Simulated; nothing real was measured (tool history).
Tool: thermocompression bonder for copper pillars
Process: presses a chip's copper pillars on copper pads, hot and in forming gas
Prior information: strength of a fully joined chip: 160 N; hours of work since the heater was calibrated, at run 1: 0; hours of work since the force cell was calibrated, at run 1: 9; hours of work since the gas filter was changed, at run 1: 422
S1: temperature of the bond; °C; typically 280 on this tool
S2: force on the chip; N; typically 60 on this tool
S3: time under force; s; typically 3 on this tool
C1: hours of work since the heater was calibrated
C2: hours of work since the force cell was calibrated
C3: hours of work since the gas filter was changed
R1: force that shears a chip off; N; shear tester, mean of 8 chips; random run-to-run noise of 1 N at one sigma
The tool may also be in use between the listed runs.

run     day   S1  S2  S3   C1   C2   C3     R1
  1   0.000  280  60   3    0    9  422   93.2
  2   1.696  280  60   3   17   25  439   91.3
  3   3.162  280  60   3   31   40  454   92.8
  4   4.754  280  60   3   47   55  469   92.2
  5   5.675  280  60   3   56   64  478   92.4
      7.058  -- forming gas filter changed
  6   7.192  280  60   3   71   79    1   93.0
  7   8.129  280  60   3   80   88   11   92.0
  8   9.583  280  60   3   94  103   25   94.6
  9  11.317  280  60   3  111  120   42   90.5
 10  12.975  280  60   3  128  136   58   91.3
 11  13.917  280  60   3  137  145   68   91.0
 12  15.404  280  60   6  151  160   82  110.7
 13  16.529  254  60   6  162  171   93   92.6
 14  18.321  295  82   8  180  189  111  149.7
 15  20.283  267  75   3  199  208  130  101.1
 16  21.196  267  75   3  208  217  139  100.4
 17  23.062  280  41   3  227  235  158   63.3
 18  24.796  267  36   4  244  252  175   53.0
 19  26.617  275  57   4  262  270  192   90.7
 20  27.429  299  61   3  270  278  200  107.5
 21  28.508  271  61   3  280  289  211   87.2
 22  29.833  271  61   8  293  302  224  113.9
 23  31.508  280  89   6  310  318  241  143.0
 24  33.283  280  89   6  327  336  258  140.0
 25  34.412  280  73   3  338  347  269  109.8
 26  35.392  280  73   3  348  357  279  108.2

What if the next run were any one of these 3? Each begins from the tool's condition after run 26:
  A  36.625  303  73   3  360  369  291   ?
  B  36.625  274  60   5  360  369  291   ?
  C  36.625  301  73   3  360  369  291   ?

run     R1
  A  124.5
  B  100.6
  C  120.8
With no hidden state in the tool, these same runs would have given:
run     R1
  A  124.7
  B  100.7
  C  120.9
